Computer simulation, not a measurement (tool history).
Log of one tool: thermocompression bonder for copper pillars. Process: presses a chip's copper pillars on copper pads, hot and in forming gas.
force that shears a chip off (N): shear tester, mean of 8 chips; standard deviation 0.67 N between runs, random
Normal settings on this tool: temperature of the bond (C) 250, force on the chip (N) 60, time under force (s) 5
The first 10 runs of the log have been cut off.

run    hour  temperature of the bond (C)  force on the chip (N)  time under force (s)  force that shears a chip off (N)
 11   367.2                          264                     60                     5                             104.7
      390.7  -- forming gas filter changed
 12   414.1                          264                     60                     5                               108
 13   451.9                          250                     60                     5                              97.4
 14   475.8                          250                     60                     5                              97.3
 15   511.2                          278                     60                     5                             117.1
 16   564.2                          278                     60                     5                               119
 17   594.4                          241                     37                     6                              72.6
 18   626.2                          241                     37                     6                              72.3
 19   681.2                          238                     60                     5                              84.7
 20   710.9                          257                     60                     5                               102
 21   756.5                          257                     60                     5                             101.1
 22   805.8                          257                     50                     5                              92.4
 23   838.3                          270                     50                     5                             102.6
 24   892.4                          255                     72                     5                             108.7
      900.9  -- forming gas filter changed
 25   945.1                          250                     60                     4                              92.9
      951.1  -- force cell calibrated
 26   987.4                          276                     54                     8                             124.7
 27  1042.8                          276                     59                     4                             108.6
 28  1072.5                          251                     59                     6                             100.8
 29  1127.8                          250                     37                     4                              68.8
 30  1168.7                          250                     37                     4                              67.2

Each row is a separate what-if for the run after 30, all from the same tool condition, not one after another. Results?
  A  1202.3                          250                     77                     9                                 ?
  B  1202.3                          261                     65                     9                                 ?
  C  1202.3                          250                     37                     5                                 ?

run  force that shears a chip off (N)
  A                             120.7
  B                             123.1
  C                              74.1
Stripped of hidden state, with their random variation kept, the same runs would have yielded:
run  force that shears a chip off (N)
  A                             116.7
  B                             119.4
  C                                69
